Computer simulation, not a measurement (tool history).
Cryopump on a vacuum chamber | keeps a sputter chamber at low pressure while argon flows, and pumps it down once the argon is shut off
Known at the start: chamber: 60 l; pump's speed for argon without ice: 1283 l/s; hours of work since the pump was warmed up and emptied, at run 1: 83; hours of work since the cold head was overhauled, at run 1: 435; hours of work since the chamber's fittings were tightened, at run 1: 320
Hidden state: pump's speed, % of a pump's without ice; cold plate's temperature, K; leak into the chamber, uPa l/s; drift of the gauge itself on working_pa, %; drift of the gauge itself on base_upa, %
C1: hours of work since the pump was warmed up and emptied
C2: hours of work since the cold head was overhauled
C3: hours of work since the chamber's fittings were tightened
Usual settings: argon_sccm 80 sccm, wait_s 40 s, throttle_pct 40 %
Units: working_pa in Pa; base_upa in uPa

Run 1, hour 0.0: usual settings; C1 83; C2 435; C3 320. Result: working_pa 0.2785 Pa, base_upa 2.21 uPa.
Run 2, hour 58.2: usual settings; C1 117; C2 470; C3 354. Result: working_pa 0.2811 Pa, base_upa 2.10 uPa.
Run 3, hour 108.2: usual settings; C1 147; C2 499; C3 384. Result: working_pa 0.2857 Pa, base_upa 2.24 uPa.
Run 4, hour 154.9: usual settings; C1 175; C2 527; C3 412. Result: working_pa 0.2900 Pa, base_upa 2.24 uPa.
Run 5, hour 179.4: usual settings; C1 190; C2 542; C3 426. Result: working_pa 0.2929 Pa, base_upa 2.19 uPa.
Run 6, hour 218.7: usual settings; C1 213; C2 565; C3 450. Result: working_pa 0.3003 Pa, base_upa 2.24 uPa.
Run 7, hour 249.2: usual settings but argon_sccm 129 sccm; C1 231; C2 583; C3 468. Result: working_pa 0.4865 Pa, base_upa 2.22 uPa.
Run 8, hour 306.5: usual settings but argon_sccm 129 sccm; C1 265; C2 618; C3 502. Result: working_pa 0.4980 Pa, base_upa 2.25 uPa.
Run 9, hour 353.9: usual settings but argon_sccm 129 sccm; C1 293; C2 646; C3 530. Result: working_pa 0.5132 Pa, base_upa 2.28 uPa.
At hour 386.7: pump warmed up, emptied and cooled again.
Run 10, hour 404.6: usual settings but argon_sccm 129 sccm; C1 11; C2 673; C3 558. Result: working_pa 0.4266 Pa, base_upa 2.25 uPa.
Run 11, hour 440.8: usual settings but argon_sccm 129 sccm; C1 32; C2 695; C3 579. Result: working_pa 0.4360 Pa, base_upa 2.17 uPa.
Run 12, hour 469.3: usual settings but wait_s 202 s; C1 49; C2 712; C3 596. Result: working_pa 0.2711 Pa, base_upa 0.71 uPa.
Run 13, hour 496.6: usual settings but argon_sccm 140 sccm, wait_s 202 s; C1 65; C2 728; C3 612. Result: working_pa 0.4803 Pa, base_upa 0.72 uPa.
Run 14, hour 546.7: usual settings; C1 95; C2 758; C3 642. Result: working_pa 0.2769 Pa, base_upa 2.14 uPa.
Run 15, hour 574.9: usual settings but argon_sccm 41 sccm; C1 112; C2 774; C3 659. Result: working_pa 0.1447 Pa, base_upa 2.21 uPa.
Run 16, hour 624.4: usual settings but argon_sccm 82 sccm; C1 142; C2 804; C3 688. Result: working_pa 0.2913 Pa, base_upa 2.28 uPa.
Run 17, hour 680.7: usual settings but argon_sccm 82 sccm; C1 175; C2 837; C3 722. Result: working_pa 0.2976 Pa, base_upa 2.27 uPa.
Run 18, hour 725.2: usual settings but argon_sccm 130 sccm, wait_s 33 s, throttle_pct 28 %; C1 202; C2 864; C3 748. Result: working_pa 0.6638 Pa, base_upa 2.72 uPa.
Run 19, hour 766.0: usual settings but argon_sccm 130 sccm, wait_s 33 s, throttle_pct 54 %; C1 226; C2 888; C3 773. Result: working_pa 0.3771 Pa, base_upa 2.63 uPa.
Run 20, hour 803.8: usual settings but argon_sccm 59 sccm, wait_s 21 s, throttle_pct 59 %; C1 248; C2 911; C3 795. Result: working_pa 0.1633 Pa, base_upa 3.98 uPa.
Run 21, hour 843.3: usual settings but argon_sccm 130 sccm, wait_s 272 s; C1 272; C2 934; C3 819. Result: working_pa 0.5030 Pa, base_upa 0.71 uPa.
Run 22, hour 902.3: usual settings but argon_sccm 125 sccm, wait_s 43 s; C1 307; C2 969; C3 854. Result: working_pa 0.5000 Pa, base_upa 2.23 uPa.
At hour 913.9: pump warmed up, emptied and cooled again.
Run 23, hour 956.6: usual settings but argon_sccm 155 sccm, wait_s 128 s, throttle_pct 26 %; C1 25; C2 999; C3 883. Result: working_pa 0.7955 Pa, base_upa 0.93 uPa.
Run 24, hour 1011.3: usual settings but argon_sccm 155 sccm, wait_s 128 s, throttle_pct 26 %; C1 58; C2 1031; C3 916. Result: working_pa 0.8013 Pa, base_upa 0.94 uPa.
Run 25, hour 1042.4: usual settings but argon_sccm 155 sccm, wait_s 128 s, throttle_pct 26 %; C1 77; C2 1050; C3 934. Result: working_pa 0.8067 Pa, base_upa 0.94 uPa.
Run 26, hour 1077.4: usual settings but argon_sccm 59 sccm, wait_s 128 s, throttle_pct 36 %; C1 97; C2 1071; C3 955. Result: working_pa 0.2253 Pa, base_upa 1.04 uPa.
Run 27, hour 1105.4: usual settings but argon_sccm 58 sccm, wait_s 250 s, throttle_pct 18 %; C1 114; C2 1087; C3 972. Result: working_pa 0.4370 Pa, base_upa 0.74 uPa.
Run 28, hour 1131.4: usual settings but argon_sccm 58 sccm, wait_s 133 s, throttle_pct 32 %; C1 129; C2 1103; C3 987. Result: working_pa 0.2534 Pa, base_upa 0.98 uPa.
Run 29, hour 1187.9: usual settings but argon_sccm 58 sccm, wait_s 133 s, throttle_pct 32 %; C1 163; C2 1136; C3 1021. Result: working_pa 0.2589 Pa, base_upa 0.99 uPa.
Run 30, hour 1239.5: usual settings but argon_sccm 58 sccm, wait_s 133 s, throttle_pct 32 %; C1 194; C2 1167; C3 1052. Result: working_pa 0.2624 Pa, base_upa 1.03 uPa.
Run 31, hour 1263.3: usual settings but argon_sccm 58 sccm, wait_s 133 s, throttle_pct 32 %; C1 208; C2 1181; C3 1066. Result: working_pa 0.2666 Pa, base_upa 1.06 uPa.
Run 32, hour 1305.6: usual settings but argon_sccm 58 sccm, wait_s 133 s, throttle_pct 32 %; C1 233; C2 1207; C3 1091. Result: working_pa 0.2650 Pa, base_upa 1.09 uPa.
Run 33, hour 1349.2: usual settings but wait_s 45 s; C1 259; C2 1233; C3 1117. Result: working_pa 0.3121 Pa, base_upa 2.19 uPa.

Measured less the same run without the tool's hidden state. The same run-to-run variation is in both; the gauge's scatter may not be:
run  working_pa  base_upa
  1     +0.0128     +0.08
  2     +0.0180     +0.09
  3     +0.0232     +0.11
  4     +0.0280     +0.13
  5     +0.0306     +0.14
  6     +0.0356     +0.16
  7     +0.0628     +0.17
  8     +0.0757     +0.19
  9     +0.0876     +0.22
 10     +0.0040     +0.08
 11     +0.0086     +0.09
 12     +0.0079     +0.10
 13     +0.0180     +0.11
 14     +0.0144     +0.12
 15     +0.0086     +0.13
 16     +0.0222     +0.16
 17     +0.0285     +0.18
 18     +0.0530     +0.20
 19     +0.0608     +0.20
 20     +0.0312     +0.23
 21     +0.0767     +0.25
 22     +0.0881     +0.29
 23     +0.0109     +0.13
 24     +0.0203     +0.15
 25     +0.0255     +0.16
 26     +0.0117     +0.18
 27     +0.0137     +0.18
 28     +0.0153     +0.19
 29     +0.0194     +0.21
 30     +0.0238     +0.24
 31     +0.0260     +0.26
 32     +0.0297     +0.28
 33     +0.0474     +0.31
